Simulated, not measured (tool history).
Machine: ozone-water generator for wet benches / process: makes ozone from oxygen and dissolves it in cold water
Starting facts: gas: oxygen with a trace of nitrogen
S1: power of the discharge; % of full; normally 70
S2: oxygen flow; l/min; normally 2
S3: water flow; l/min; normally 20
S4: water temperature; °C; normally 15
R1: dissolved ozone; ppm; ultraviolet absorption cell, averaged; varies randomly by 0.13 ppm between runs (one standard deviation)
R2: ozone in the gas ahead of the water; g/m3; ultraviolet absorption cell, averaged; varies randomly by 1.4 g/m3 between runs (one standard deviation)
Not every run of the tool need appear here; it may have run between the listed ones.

{"run": 1, "hour": 0.0, "S1": 70, "S2": 2, "S3": 20, "S4": 15, "R1": 13.5, "R2": 262.5}
{"run": 2, "hour": 20.0, "S1": 70, "S2": 2, "S3": 20, "S4": 15, "R1": 13.5, "R2": 260.4}
{"run": 3, "hour": 50.4, "S1": 70, "S2": 2, "S3": 20, "S4": 15, "R1": 13.4, "R2": 262.5}
{"run": 4, "hour": 66.8, "S1": 70, "S2": 2, "S3": 20, "S4": 15, "R1": 13.4, "R2": 261.4}
{"run": 5, "hour": 93.0, "S1": 70, "S2": 3.37, "S3": 20, "S4": 15, "R1": 14.4, "R2": 191}
{"run": 6, "hour": 119.5, "S1": 70, "S2": 2, "S3": 20, "S4": 10, "R1": 14, "R2": 259.6}
{"run": 7, "hour": 140.8, "S1": 70, "S2": 2, "S3": 20, "S4": 10, "R1": 13.8, "R2": 262.4}
{"run": 8, "hour": 169.0, "S1": 70, "S2": 2, "S3": 20, "S4": 10, "R1": 13.8, "R2": 259.5}
{"run": 9, "hour": 205.0, "S1": 70, "S2": 2, "S3": 29, "S4": 15, "R1": 8.9, "R2": 257.7}
{"run": 10, "hour": 233.9, "S1": 70, "S2": 1.52, "S3": 20, "S4": 15, "R1": 13, "R2": 308.6}
{"run": 11, "hour": 253.0, "S1": 52, "S2": 2, "S3": 20, "S4": 15, "R1": 11.1, "R2": 211.1}
{"run": 12, "hour": 278.2, "S1": 52, "S2": 2, "S3": 20, "S4": 15, "R1": 10.7, "R2": 208.2}
{"run": 13, "hour": 304.6, "S1": 52, "S2": 2, "S3": 20, "S4": 15, "R1": 10.9, "R2": 208.3}
{"run": 14, "hour": 328.1, "S1": 52, "S2": 2, "S3": 20, "S4": 15, "R1": 10.9, "R2": 207.7}
{"run": 15, "hour": 362.1, "S1": 52, "S2": 2, "S3": 20, "S4": 15, "R1": 10.9, "R2": 210.3}
{"run": 16, "hour": 385.7, "S1": 52, "S2": 2, "S3": 20, "S4": 12, "R1": 11.1, "R2": 211.4}
{"run": 17, "hour": 402.9, "S1": 70, "S2": 2, "S3": 21, "S4": 15, "R1": 12.7, "R2": 254.6}
{"run": 18, "hour": 433.7, "S1": 70, "S2": 1.55, "S3": 27, "S4": 15, "R1": 8.9, "R2": 299.1}
{"run": 19, "hour": 466.8, "S1": 60, "S2": 1.69, "S3": 18, "S4": 15, "R1": 12.9, "R2": 253.4}
{"run": 20, "hour": 500.7, "S1": 70, "S2": 1.03, "S3": 20, "S4": 15, "R1": 11.6, "R2": 380.3}
{"run": 21, "hour": 517.2, "S1": 70, "S2": 1.03, "S3": 20, "S4": 15, "R1": 11.5, "R2": 381.8}
{"hour": 541.3, "done": "gauge calibrated"}
{"run": 22, "hour": 552.9, "S1": 70, "S2": 1.03, "S3": 20, "S4": 15, "R1": 11.6, "R2": 391.3}
{"run": 23, "hour": 576.5, "S1": 70, "S2": 1.03, "S3": 20, "S4": 15, "R1": 11.6, "R2": 390.2}
{"run": 24, "hour": 594.3, "S1": 70, "S2": 1.03, "S3": 20, "S4": 15, "R1": 11.5, "R2": 390.7}
{"run": 25, "hour": 623.9, "S1": 70, "S2": 1.03, "S3": 20, "S4": 15, "R1": 11.6, "R2": 387.7}
{"run": 26, "hour": 655.7, "S1": 70, "S2": 2, "S3": 18, "S4": 10, "R1": 15.4, "R2": 262.6}
{"run": 27, "hour": 670.7, "S1": 81, "S2": 2, "S3": 17, "S4": 10, "R1": 18.5, "R2": 287.5}
{"run": 28, "hour": 702.1, "S1": 70, "S2": 1.75, "S3": 20, "S4": 8, "R1": 13.4, "R2": 281.1}
{"run": 29, "hour": 721.6, "S1": 70, "S2": 3.19, "S3": 16, "S4": 8, "R1": 18.9, "R2": 196.9}
{"run": 30, "hour": 746.3, "S1": 41, "S2": 1.65, "S3": 20, "S4": 15, "R1": 8.6, "R2": 201.1}
{"run": 31, "hour": 775.3, "S1": 51, "S2": 1.71, "S3": 12, "S4": 15, "R1": 17.8, "R2": 229.9}
{"run": 32, "hour": 795.2, "S1": 76, "S2": 1.71, "S3": 13, "S4": 15, "R1": 21.7, "R2": 300.2}
{"run": 33, "hour": 823.9, "S1": 70, "S2": 1.2, "S3": 14, "S4": 15, "R1": 17.8, "R2": 352.3}

Branching from run 33: 4 alternative next runs. What would each branch give?
{"run": "A", "hour": 854.1, "S1": 53, "S2": 2.8, "S3": 20, "S4": 22, "R1": "?", "R2": "?"}
{"run": "B", "hour": 854.1, "S1": 52, "S2": 2, "S3": 20, "S4": 15, "R1": "?", "R2": "?"}
{"run": "C", "hour": 854.1, "S1": 70, "S2": 1.2, "S3": 26, "S4": 15, "R1": "?", "R2": "?"}
{"run": "D", "hour": 854.1, "S1": 55, "S2": 1.52, "S3": 14, "S4": 15, "R1": "?", "R2": "?"}

run=A R1=10.9 R2=173.8
run=B R1=10.9 R2=207.3
run=C R1=8.6 R2=349.3
run=D R1=15.9 R2=258.2
With no hidden state in the tool, these same runs would have given:
run=A R1=10.9 R2=176.9
run=B R1=10.9 R2=211.1
run=C R1=8.6 R2=355.6
run=D R1=15.9 R2=262.8
